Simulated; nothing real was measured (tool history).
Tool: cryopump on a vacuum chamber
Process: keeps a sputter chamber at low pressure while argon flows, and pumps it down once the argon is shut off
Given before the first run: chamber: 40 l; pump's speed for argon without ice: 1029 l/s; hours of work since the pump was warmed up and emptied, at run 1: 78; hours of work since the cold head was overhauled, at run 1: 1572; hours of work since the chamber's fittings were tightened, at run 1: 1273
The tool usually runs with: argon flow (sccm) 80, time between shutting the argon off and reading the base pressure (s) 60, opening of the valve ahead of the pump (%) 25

| run | hour | argon flow (sccm) | time between shutting the argon off and reading the base pressure (s) | opening of the valve ahead of the pump (%) | hours of work since the pump was warmed up and emptied | hours of work since the cold head was overhauled | hours of work since the chamber's fittings were tightened | pressure while argon flows (Pa) | pressure after the wait (uPa) |
|---|---|---|---|---|---|---|---|---|---|
| 1 | 0 | 80 | 60 | 25 | 78 | 1572 | 1273 | 0.5304 | 2.36 |
| 2 | 81.4 | 80 | 60 | 25 | 135 | 1630 | 1330 | 0.5388 | 2.37 |
| 3 | 141 | 80 | 60 | 25 | 177 | 1672 | 1372 | 0.5426 | 2.5 |
| 4 | 229.5 | 80 | 37 | 25 | 239 | 1734 | 1435 | 0.5508 | 3.27 |
| 5 | 312.9 | 80 | 37 | 25 | 298 | 1793 | 1493 | 0.547 | 3.2 |
| 6 | 359.9 | 80 | 37 | 25 | 331 | 1826 | 1526 | 0.5515 | 3.38 |
| 7 | 412.5 | 80 | 37 | 25 | 368 | 1863 | 1563 | 0.5548 | 3.38 |
| 8 | 456.6 | 80 | 37 | 25 | 399 | 1894 | 1595 | 0.5558 | 3.46 |
| 9 | 547.7 | 80 | 113 | 25 | 464 | 1958 | 1659 | 0.5596 | 2.33 |
| 10 | 641.4 | 80 | 113 | 25 | 530 | 2024 | 1725 | 0.5643 | 2.45 |
| 11 | 688.8 | 36 | 113 | 36 | 563 | 2058 | 1758 | 0.183 | 2.4 |
| 12 | 732.2 | 75 | 60 | 38 | 593 | 2088 | 1789 | 0.3646 | 3.04 |
| 13 | 812.8 | 113 | 125 | 27 | 650 | 2145 | 1845 | 0.7577 | 2.57 |
|  | 826.3 | pump warmed up, emptied and cooled again |
|  | 884.1 | leaking fittings of the chamber tightened, without venting |
| 14 | 896.9 | 113 | 125 | 27 | 48 | 2199 | 9 | 0.6919 | 0.91 |
| 15 | 947.3 | 113 | 125 | 27 | 84 | 2235 | 44 | 0.695 | 0.92 |
| 16 | 1032.4 | 43 | 125 | 19 | 144 | 2295 | 104 | 0.3783 | 0.95 |
| 17 | 1084.9 | 49 | 33 | 25 | 181 | 2332 | 141 | 0.3317 | 2.55 |
| 18 | 1173.9 | 49 | 110 | 49 | 243 | 2394 | 204 | 0.1752 | 1.18 |

What will run 19 give?
| 19 | 1217.6 | 49 | 93 | 18 | 274 | 2425 | 235 | ? | ? |

Run 19 came out at pressure while argon flows (Pa) 0.4564, pressure after the wait (uPa) 1.26.
Minus the tool's unlogged condition, the same run would have read pressure while argon flows (Pa) 0.4446, pressure after the wait (uPa) 1.03.
